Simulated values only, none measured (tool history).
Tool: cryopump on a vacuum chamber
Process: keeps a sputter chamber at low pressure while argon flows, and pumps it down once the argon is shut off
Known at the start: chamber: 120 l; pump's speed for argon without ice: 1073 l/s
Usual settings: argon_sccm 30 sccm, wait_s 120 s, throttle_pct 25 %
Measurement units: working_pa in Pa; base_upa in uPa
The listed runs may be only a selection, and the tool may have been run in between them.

run      day  argon_sccm  wait_s  throttle_pct  working_pa  base_upa
  1        0          30     120            25      0.1925      2.74
        0.75  -- leaking fittings of the chamber tightened, without venting
  2    2.546          30     120            25      0.1942      0.81
  3    6.583          30     120            25      0.1946      0.95
  4   10.633          30     120            25       0.196      1.03
  5   13.983          30     120            25      0.1965      1.06
  6   17.188          30     120            25      0.1969      1.15
  7   19.846          30     120            25      0.1971      1.18
  8     22.7          30      22            25       0.197      3.33
  9   26.392          30      22            25      0.1992      3.35
 10   29.892          33     120            25      0.2195      1.37
      31.617  -- pump warmed up, emptied and cooled again
 11   32.225          33     120            25      0.2093      1.25
 12   34.046          30     120            28      0.1697      1.32
 13   37.312          30     120            28      0.1712      1.33
 14   41.196          30     120            28      0.1712      1.38
 15   45.288          30     120            28      0.1737      1.49
 16   48.892          30     120            28       0.173      1.57
 17   51.579          30     120            28      0.1736      1.64
 18   55.717          30     120            21      0.2316      1.71
 19   59.775          30     120            21      0.2329      1.73
 20   62.625          24      66            25      0.1564      2.23
 21   65.975          24      66            25      0.1571      2.35
 22   68.779          30      55            38      0.1332      2.56
 23   72.942          52     120            40      0.2198      2.11
 24   75.412          30     262            25      0.1993      1.89
 25   77.283          30     262            25      0.1997      1.98
 26   79.871          30     262            25      0.2001      1.99
 27   81.904          33     262            22      0.2495      2.08
       83.95  -- pump warmed up, emptied and cooled again
 28   85.738          28      40            31      0.1441      2.93
 29   88.075          31     120            21      0.2344      2.07
 30   90.071          31     120            21      0.2361      2.11
 31   92.025          31     120            21      0.2349       2.2
 32   94.321          35     120            21      0.2666      2.18
 33   97.946          19      73            25      0.1229      2.65
 34  100.325          16     179            58      0.0452      2.16

Predict each of these 4 candidate next runs independently; none follows another, all start after run 34:
  A  102.471          30      37            19           ?         ?
  B  102.471          44     186            39           ?         ?
  C  102.471          23      23            25           ?         ?
  D  102.471          30     120            25           ?         ?

run  working_pa  base_upa
  A      0.2532      3.47
  B      0.1845       2.3
  C       0.148      4.39
  D      0.1933      2.34
Take away the tool's hidden state, keep each run's random variation, and the runs would have read:
run  working_pa  base_upa
  A      0.2487      1.76
  B      0.1779      0.59
  C      0.1445      2.69
  D      0.1888       0.7
